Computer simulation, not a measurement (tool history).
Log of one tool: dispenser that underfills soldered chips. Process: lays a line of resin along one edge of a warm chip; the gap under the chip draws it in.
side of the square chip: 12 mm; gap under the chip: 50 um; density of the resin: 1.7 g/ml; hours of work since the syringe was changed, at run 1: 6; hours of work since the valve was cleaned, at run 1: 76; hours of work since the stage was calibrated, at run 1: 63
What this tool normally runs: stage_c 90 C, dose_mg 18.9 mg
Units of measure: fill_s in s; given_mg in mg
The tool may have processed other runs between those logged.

run,hour,stage_c,dose_mg,hours of work since the syringe was changed,hours of work since the valve was cleaned,hours of work since the stage was calibrated,fill_s,given_mg
1,0,90,18.9,6,76,63,103.6,18.2
# hour 3.3: new syringe of resin
2,11,90,18.9,5,83,70,96.2,18.03
# hour 16.2: new syringe of resin
# hour 22.2: dispensing valve cleaned and set on the balance
3,25.7,90,18.9,5,2,79,98.6,18.89
# hour 30.6: new syringe of resin
4,37.7,90,18.9,5,10,87,94.4,18.87
# hour 44: new syringe of resin
5,48.9,90,18.9,3,17,94,85.5,18.81
# hour 56.9: new syringe of resin
6,60.2,90,18.9,2,24,101,79.4,18.69
7,67.8,90,18.9,7,29,106,108.4,18.68
# hour 69.3: new syringe of resin
8,79.7,93,17,7,37,113,98.2,16.68
# hour 82.2: new syringe of resin
9,86.7,93,17,3,41,118,79.8,16.75
# hour 94.9: new syringe of resin
10,95.8,93,17,1,47,123,67.4,16.58
# hour 107.6: new syringe of resin
11,111.7,90,21.9,3,57,134,80.4,21.28
# hour 120.3: new syringe of resin
12,121.1,90,21.9,0,63,139,73.1,21.32
# hour 132.9: new syringe of resin
13,137.2,90,20.7,3,73,150,83.9,19.92
# hour 145.6: new syringe of resin
14,151.9,90,20.7,4,82,159,93.1,19.91

A few steps of fill_s between consecutive runs. Split each: what settings, incoming material and random variation would produce without the hidden state, and what is left over for the hidden state, along with gauge scatter present in only one of the two compared results (measured, and without hidden state):
Hidden state at play: resin's viscosity, % of fresh resin's; dose that the valve gives, % of what is set; true chip temperature over the reading, C; drift of the gauge itself on fill_s, %; drift of the gauge itself on given_mg, %.
Run 6 -> 7: nothing adjusted, nothing logged. fill_s +29 s: hidden state +28.2, all else +0.8.
